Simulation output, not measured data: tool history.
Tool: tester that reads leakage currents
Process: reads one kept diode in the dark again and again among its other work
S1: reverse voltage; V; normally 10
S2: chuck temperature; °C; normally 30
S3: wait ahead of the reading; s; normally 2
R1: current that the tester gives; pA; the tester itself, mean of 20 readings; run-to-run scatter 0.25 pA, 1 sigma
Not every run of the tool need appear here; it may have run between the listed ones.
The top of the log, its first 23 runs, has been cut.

run	day	S1	S2	S3	R1
24	44.288	16.3	58	2	738.26
25	45.392	16.3	58	2	733.44
26	46.812	7	45	3.05	227.56
27	48.458	7	45	3.05	227.23
28	50.988	7	45	3.93	229.19
29	52.538	7	45	3.93	226.82
30	54.829	7	45	3.93	227.66
31	56.092	7	45	3.93	227.95
32	57.629	13.4	30	8.38	89.42
33	60.117	4.3	44	1.68	181.86
34	61.604	2.3	44	1.12	149.19
35	63.25	4.7	44	6.77	185.73

What does the tool deliver on the next run?
36	64.408	10	21	0.72	?

{"run 36": {"R1": 40.68}}
The same run, on a tool lacking any hidden state, would have yielded R1 40.57 pA.
